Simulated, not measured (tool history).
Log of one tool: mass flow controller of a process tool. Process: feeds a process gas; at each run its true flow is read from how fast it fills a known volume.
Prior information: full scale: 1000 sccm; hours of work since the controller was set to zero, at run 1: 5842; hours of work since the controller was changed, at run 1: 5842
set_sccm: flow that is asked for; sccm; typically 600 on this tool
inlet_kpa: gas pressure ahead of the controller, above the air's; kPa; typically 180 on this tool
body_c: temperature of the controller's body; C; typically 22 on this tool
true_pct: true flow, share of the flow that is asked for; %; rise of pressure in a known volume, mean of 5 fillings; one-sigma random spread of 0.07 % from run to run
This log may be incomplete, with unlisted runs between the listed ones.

run      day  set_sccm  inlet_kpa  body_c  hours of work since the controller was set to zero  hours of work since the controller was changed  true_pct
  1    0.000       600        180      22                                                5842                                            5842    101.78
  2   11.100       600        180      22                                                5989                                            5989    101.99
  3   21.704       600        180      22                                                6129                                            6129    102.26
  4   29.408       600        180      22                                                6231                                            6231    102.18
      32.467  -- controller exchanged for a calibrated one
  5   39.179       277        180      22                                                  89                                              89     98.36
  6   47.338       277        180      22                                                 197                                             197     98.43
  7   57.633       277        180      22                                                 333                                             333     98.36
  8   65.829       277        180      22                                                 441                                             441     98.51
  9   80.125       491        180      22                                                 630                                             630     99.18
 10   92.392       600        180      22                                                 793                                             793     99.63
 11  100.167       600        180      22                                                 895                                             895     99.67
 12  108.358       600        189      22                                                1004                                            1004     99.63
 13  121.912       333        180      22                                                1183                                            1183     98.90
 14  132.238       333        180      22                                                1320                                            1320     99.21
 15  145.442       333        180      22                                                1494                                            1494     99.14
 16  152.188       179        180      22                                                1583                                            1583     98.97
 17  158.204       179        180      22                                                1663                                            1663     99.03
 18  170.129       179        180      22                                                1821                                            1821     99.07
 19  177.112       600        215      22                                                1913                                            1913    100.34
 20  190.038       600        180      25                                                2084                                            2084     99.78
 21  197.300       600        180      22                                                2180                                            2180    100.14
 22  205.754       600        180      22                                                2292                                            2292    100.05
 23  214.133       600        180      36                                                2403                                            2403     98.76
 24  220.162       600        278      36                                                2483                                            2483     99.34
 25  234.625       600        278      36                                                2674                                            2674     99.35
 26  247.483       600        278      36                                                2844                                            2844     99.44
 27  256.542       600        261      24                                                2964                                            2964    100.81
 28  268.438       600        273      22                                                3121                                            3121    101.21
 29  281.321       130        180      24                                                3291                                            3291    100.02
 30  293.800       130        180      24                                                3456                                            3456    100.18
 31  308.050       200        236      25                                                3645                                            3645    100.16
 32  314.154       507        236      22                                                3726                                            3726    100.87
 33  322.350       943        280      21                                                3834                                            3834    102.62
 34  329.279       600        195      34                                                3926                                            3926     99.69
 35  337.621       492        240      22                                                4036                                            4036    101.14
 36  350.192       396        240      39                                                4202                                            4202     99.08
 37  363.971       396        240      39                                                4385                                            4385     99.12
 38  378.171       259        180      39                                                4572                                            4572     98.86
 39  391.783       185        174      32                                                4752                                            4752     99.68
 40  405.204       872        180      22                                                4930                                            4930    102.13
 41  414.312       216        265      37                                                5050                                            5050     99.97
 42  427.575       166        213      22                                                5226                                            5226    101.54
 43  436.100       528        219      40                                                5339                                            5339     99.73
 44  446.371       283        203      29                                                5474                                            5474    100.62
 45  452.954       283        203      29                                                5561                                            5561    100.59
 46  464.254       283        203      29                                                5711                                            5711    100.74
 47  475.175       283        203      29                                                5855                                            5855    100.65

Alternative continuations, all from the tool just after run 47; predict every row:
  A  482.521       210        145      29                                                5953                                            5953         ?
  B  482.521       816        203      29                                                5953                                            5953         ?
  C  482.521       534        180      23                                                5953                                            5953         ?
  D  482.521       321        169      26                                                5953                                            5953         ?
  E  482.521       600        180      30                                                5953                                            5953         ?

run  true_pct
  A    100.64
  B    101.75
  C    101.71
  D    101.11
  E    101.01
With the hidden condition removed and each run's random variation left untouched, the same runs would have given:
run  true_pct
  A     96.95
  B     98.98
  C     98.78
  D     97.84
  E     98.12
